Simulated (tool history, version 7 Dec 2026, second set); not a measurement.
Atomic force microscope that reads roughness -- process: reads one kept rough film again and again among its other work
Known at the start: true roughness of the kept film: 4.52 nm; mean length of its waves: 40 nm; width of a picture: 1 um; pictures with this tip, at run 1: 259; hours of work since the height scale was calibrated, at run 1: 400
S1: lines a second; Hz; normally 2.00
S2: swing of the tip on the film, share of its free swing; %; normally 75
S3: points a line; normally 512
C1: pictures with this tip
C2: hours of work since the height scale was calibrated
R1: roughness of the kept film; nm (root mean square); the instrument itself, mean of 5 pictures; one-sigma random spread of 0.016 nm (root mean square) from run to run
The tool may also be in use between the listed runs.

run 1 hour=0.0 | S1=2.00 S2=75 S3=512 | C1=259 C2=400 | R1=3.117
run 2 hour=44.5 | S1=2.00 S2=75 S3=512 | C1=340 C2=433 | R1=2.932
-- hour=49.6 new tip fitted
run 3 hour=119.5 | S1=2.00 S2=75 S3=770 | C1=126 C2=489 | R1=3.470
run 4 hour=172.5 | S1=2.00 S2=75 S3=512 | C1=223 C2=528 | R1=3.245
run 5 hour=214.9 | S1=2.00 S2=75 S3=512 | C1=299 C2=560 | R1=3.072
-- hour=245.4 new tip fitted
run 6 hour=286.9 | S1=2.00 S2=75 S3=512 | C1=75 C2=613 | R1=3.516
run 7 hour=328.4 | S1=2.00 S2=75 S3=512 | C1=150 C2=644 | R1=3.329
run 8 hour=396.7 | S1=2.00 S2=59 S3=423 | C1=274 C2=695 | R1=3.266
-- hour=436.2 new tip fitted
run 9 hour=470.7 | S1=2.33 S2=84 S3=613 | C1=63 C2=750 | R1=3.312
run 10 hour=523.3 | S1=2.73 S2=75 S3=592 | C1=158 C2=790 | R1=3.246
run 11 hour=574.7 | S1=2.00 S2=69 S3=503 | C1=251 C2=828 | R1=3.249
-- hour=628.3 new tip fitted
run 12 hour=644.6 | S1=2.00 S2=67 S3=512 | C1=29 C2=880 | R1=3.844
run 13 hour=722.2 | S1=1.05 S2=70 S3=879 | C1=170 C2=938 | R1=3.567
run 14 hour=783.5 | S1=2.00 S2=57 S3=512 | C1=281 C2=984 | R1=3.359

3 options for the next run, each taken on its own from the tool as it stands now. Forecast them:
-- hour=818.9 new tip fitted
run A hour=856.4 | S1=1.42 S2=75 S3=845 | C1=68 C2=1038 | R1=?
-- hour=818.9 new tip fitted
run B hour=856.4 | S1=2.38 S2=57 S3=512 | C1=68 C2=1038 | R1=?
-- hour=818.9 new tip fitted
run C hour=856.4 | S1=2.00 S2=57 S3=507 | C1=68 C2=1038 | R1=?

run=A R1=3.694
run=B R1=3.800
run=C R1=3.843
With the hidden condition removed and each run's random variation left untouched, the same runs would have given:
run=A R1=3.882
run=B R1=3.993
run=C R1=4.039

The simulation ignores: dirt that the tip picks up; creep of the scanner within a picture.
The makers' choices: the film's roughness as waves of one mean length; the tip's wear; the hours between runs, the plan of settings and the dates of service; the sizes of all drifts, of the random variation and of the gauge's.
